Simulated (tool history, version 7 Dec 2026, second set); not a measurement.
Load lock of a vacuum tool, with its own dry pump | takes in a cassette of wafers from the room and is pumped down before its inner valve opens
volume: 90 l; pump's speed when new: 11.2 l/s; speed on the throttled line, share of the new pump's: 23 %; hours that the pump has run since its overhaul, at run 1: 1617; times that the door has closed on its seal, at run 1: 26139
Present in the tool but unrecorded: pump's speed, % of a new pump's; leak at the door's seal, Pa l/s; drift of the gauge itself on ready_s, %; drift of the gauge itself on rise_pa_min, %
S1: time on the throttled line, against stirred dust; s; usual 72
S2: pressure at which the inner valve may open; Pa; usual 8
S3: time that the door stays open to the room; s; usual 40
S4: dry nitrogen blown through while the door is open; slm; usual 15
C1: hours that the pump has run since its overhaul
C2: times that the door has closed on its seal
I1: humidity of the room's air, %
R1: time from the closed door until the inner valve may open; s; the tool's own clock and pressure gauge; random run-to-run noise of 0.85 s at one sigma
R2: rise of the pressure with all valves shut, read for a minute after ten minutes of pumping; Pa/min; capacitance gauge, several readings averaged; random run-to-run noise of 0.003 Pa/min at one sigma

run,hour,S1,S2,S3,S4,C1,C2,I1,R1,R2
1,0.0,72,8,40,15,1617,26139,45.3,135.5,0.289
2,319.5,72,13,40,15,1936,27036,43.9,129.0,0.285
3,691.7,72,13,40,15,2309,28082,41.2,130.5,0.316
4,1109.8,72,13,40,15,2727,29256,45.5,130.4,0.333
5,1576.4,72,13,40,15,3193,30567,42.5,130.8,0.352
6,2033.0,72,13,38,15,3650,31850,47.1,131.2,0.364
7,2634.4,72,13,38,15,4251,33539,48.5,132.4,0.412
8,3036.9,72,13,38,15,4654,34670,43.5,132.4,0.434
9,3622.6,72,8,146,15,5239,36315,42.6,137.3,0.497
10,4012.2,72,8,146,15,5629,37409,44.4,136.2,0.517
# hour 4242.6: door's seal changed, seat wiped
11,4472.3,73,8,146,15,6088,645,47.6,137.7,0.075
12,4792.0,73,8,146,15,6407,1543,41.6,137.9,0.069
13,5315.9,72,8,40,15,6931,3015,42.4,136.8,0.052
14,5719.7,106,11,66,34,7335,4149,43.0,162.1,0.052
15,6280.6,93,10,39,17,7896,5724,45.6,151.1,0.071
16,6995.0,72,15,39,15,8610,7731,45.8,132.8,0.082
17,7377.8,77,8,40,7,8993,8806,45.2,142.1,0.094
18,8055.3,77,8,40,7,9671,10710,43.8,143.4,0.113
19,8686.3,77,8,40,7,10302,12482,45.2,144.6,0.124
20,9162.2,54,8,77,15,10778,13819,46.6,128.6,0.145
21,9473.9,53,6,55,4,11089,14695,45.7,128.8,0.153
22,9832.4,76,8,29,15,11448,15702,44.2,143.8,0.146
23,10459.3,72,12,74,15,12075,17463,43.4,138.1,0.172
24,11007.9,39,8,40,15,12623,19004,47.2,118.5,0.198
25,11603.1,77,8,40,15,13218,20676,44.9,146.6,0.214
26,12291.8,77,7,40,15,13907,22610,43.7,149.9,0.238

3 ways to go on from here, each from the tool as it stands after run 26. What would each give?
A,12640.7,60,8,40,8,14256,23591,43.0,?,?
B,12640.7,126,7,151,32,14256,23591,43.9,?,?
C,12640.7,41,8,40,17,14256,23591,49.2,?,?

run,R1,R2
A,134.1,0.248
B,183.4,0.249
C,121.0,0.246
Without the tool's unlogged condition, the same runs would have read:
run,R1,R2
A,122.2,0.040
B,173.9,0.045
C,108.2,0.037
